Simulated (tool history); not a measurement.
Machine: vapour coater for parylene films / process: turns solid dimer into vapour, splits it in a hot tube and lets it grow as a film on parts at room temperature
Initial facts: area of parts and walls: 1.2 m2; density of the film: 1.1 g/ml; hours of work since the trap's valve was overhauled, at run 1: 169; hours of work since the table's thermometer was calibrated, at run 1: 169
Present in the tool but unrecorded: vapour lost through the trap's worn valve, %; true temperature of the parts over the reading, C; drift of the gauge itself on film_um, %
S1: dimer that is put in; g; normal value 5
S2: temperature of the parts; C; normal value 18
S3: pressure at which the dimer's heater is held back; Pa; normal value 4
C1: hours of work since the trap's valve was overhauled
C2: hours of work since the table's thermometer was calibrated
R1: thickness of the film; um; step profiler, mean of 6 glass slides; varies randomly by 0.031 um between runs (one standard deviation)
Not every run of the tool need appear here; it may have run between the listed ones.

{"run": 1, "hour": 0.0, "S1": 5, "S2": 18, "S3": 4, "C1": 169, "C2": 169, "R1": 2.85}
{"run": 2, "hour": 40.4, "S1": 5, "S2": 18, "S3": 4, "C1": 194, "C2": 194, "R1": 2.84}
{"run": 3, "hour": 64.1, "S1": 5, "S2": 18, "S3": 4, "C1": 209, "C2": 209, "R1": 2.79}
{"run": 4, "hour": 84.7, "S1": 5, "S2": 18, "S3": 4, "C1": 222, "C2": 222, "R1": 2.8}
{"run": 5, "hour": 108.0, "S1": 5, "S2": 18, "S3": 4, "C1": 237, "C2": 237, "R1": 2.8}
{"run": 6, "hour": 131.5, "S1": 5, "S2": 18, "S3": 4, "C1": 252, "C2": 252, "R1": 2.75}
{"run": 7, "hour": 159.7, "S1": 5, "S2": 18, "S3": 4, "C1": 269, "C2": 269, "R1": 2.74}
{"run": 8, "hour": 205.8, "S1": 5, "S2": 18, "S3": 4, "C1": 298, "C2": 298, "R1": 2.7}
{"run": 9, "hour": 245.3, "S1": 2, "S2": 18, "S3": 4, "C1": 323, "C2": 323, "R1": 1.12}
{"run": 10, "hour": 271.0, "S1": 5, "S2": 18, "S3": 3.23, "C1": 339, "C2": 339, "R1": 2.8}
{"run": 11, "hour": 294.9, "S1": 5, "S2": 18, "S3": 3.23, "C1": 354, "C2": 354, "R1": 2.74}
{"run": 12, "hour": 315.1, "S1": 5, "S2": 18, "S3": 4, "C1": 367, "C2": 367, "R1": 2.62}
{"run": 13, "hour": 343.2, "S1": 6, "S2": 18, "S3": 4, "C1": 385, "C2": 385, "R1": 3.23}
{"run": 14, "hour": 365.7, "S1": 6, "S2": 18, "S3": 3.03, "C1": 399, "C2": 399, "R1": 3.33}
{"run": 15, "hour": 406.3, "S1": 6, "S2": 18, "S3": 3.03, "C1": 425, "C2": 425, "R1": 3.32}
{"run": 16, "hour": 452.5, "S1": 5, "S2": 18, "S3": 4.3, "C1": 454, "C2": 454, "R1": 2.59}
{"run": 17, "hour": 490.6, "S1": 5, "S2": 18, "S3": 4.3, "C1": 478, "C2": 478, "R1": 2.59}
{"run": 18, "hour": 517.7, "S1": 5, "S2": 18, "S3": 4.3, "C1": 495, "C2": 495, "R1": 2.6}
{"run": 19, "hour": 563.9, "S1": 5, "S2": 18, "S3": 2.68, "C1": 524, "C2": 524, "R1": 2.8}
{"run": 20, "hour": 584.3, "S1": 5, "S2": 18, "S3": 2.68, "C1": 537, "C2": 537, "R1": 2.74}
{"run": 21, "hour": 629.6, "S1": 3, "S2": 18, "S3": 8.81, "C1": 565, "C2": 565, "R1": 1.35}
{"run": 22, "hour": 649.0, "S1": 3, "S2": 18, "S3": 8.81, "C1": 577, "C2": 577, "R1": 1.36}
{"run": 23, "hour": 669.3, "S1": 8, "S2": 25, "S3": 3.09, "C1": 590, "C2": 590, "R1": 3.11}
{"hour": 698.6, "done": "trap's valve overhauled"}
{"run": 24, "hour": 712.3, "S1": 8, "S2": 25, "S3": 3.09, "C1": 9, "C2": 615, "R1": 3.5}
{"run": 25, "hour": 755.4, "S1": 8, "S2": 30, "S3": 9.77, "C1": 36, "C2": 642, "R1": 2.27}
{"run": 26, "hour": 785.6, "S1": 8, "S2": 18, "S3": 9.41, "C1": 55, "C2": 661, "R1": 3.9}
{"run": 27, "hour": 820.9, "S1": 8, "S2": 18, "S3": 9.41, "C1": 77, "C2": 683, "R1": 3.96}
{"run": 28, "hour": 865.7, "S1": 3, "S2": 21, "S3": 2.27, "C1": 105, "C2": 711, "R1": 1.59}
{"run": 29, "hour": 903.8, "S1": 3, "S2": 21, "S3": 2.27, "C1": 129, "C2": 735, "R1": 1.6}
{"run": 30, "hour": 946.6, "S1": 2, "S2": 12, "S3": 9.98, "C1": 156, "C2": 762, "R1": 1.22}
{"run": 31, "hour": 992.1, "S1": 2, "S2": 12, "S3": 9.98, "C1": 185, "C2": 791, "R1": 1.19}
{"run": 32, "hour": 1026.5, "S1": 2, "S2": 15, "S3": 4.21, "C1": 206, "C2": 813, "R1": 1.23}
{"run": 33, "hour": 1059.9, "S1": 2, "S2": 15, "S3": 4.21, "C1": 227, "C2": 834, "R1": 1.26}
{"run": 34, "hour": 1088.8, "S1": 6, "S2": 16, "S3": 4.98, "C1": 246, "C2": 852, "R1": 3.35}
{"run": 35, "hour": 1123.3, "S1": 2, "S2": 13, "S3": 5.69, "C1": 267, "C2": 874, "R1": 1.29}
{"run": 36, "hour": 1159.3, "S1": 2, "S2": 13, "S3": 5.69, "C1": 290, "C2": 896, "R1": 1.24}
{"run": 37, "hour": 1188.8, "S1": 9, "S2": 12, "S3": 2.71, "C1": 309, "C2": 915, "R1": 6.28}
{"run": 38, "hour": 1209.1, "S1": 5, "S2": 19, "S3": 2.16, "C1": 321, "C2": 928, "R1": 2.84}
{"run": 39, "hour": 1253.2, "S1": 5, "S2": 19, "S3": 2.16, "C1": 349, "C2": 955, "R1": 2.79}
{"run": 40, "hour": 1284.6, "S1": 4, "S2": 15, "S3": 2.32, "C1": 369, "C2": 975, "R1": 2.64}

Some steps in R1 between neighbouring runs. How much of each would the tool show without its hidden state too (settings, what came in, random variation), and how much is left for the hidden state, with any gauge scatter that isn't in both results?
Run 22 -> 23: S1 3 -> 8, S2 18 -> 25, S3 8.81 -> 3.09. R1 +1.75 um: hidden state -0.27, all else +2.02.
Run 23 -> 24: trap's valve overhauled. R1 +0.39 um: hidden state +0.37, all else +0.02.
Run 27 -> 28: S1 8 -> 3, S2 18 -> 21, S3 9.41 -> 2.27. R1 -2.37 um: hidden state +0.09, all else -2.46.
Run 36 -> 37: S1 2 -> 9, S2 13 -> 12, S3 5.69 -> 2.71. R1 +5.04 um: hidden state -0.27, all else +5.31.
Run 37 -> 38: S1 9 -> 5, S2 12 -> 19, S3 2.71 -> 2.16. R1 -3.44 um: hidden state +0.1, all else -3.54.
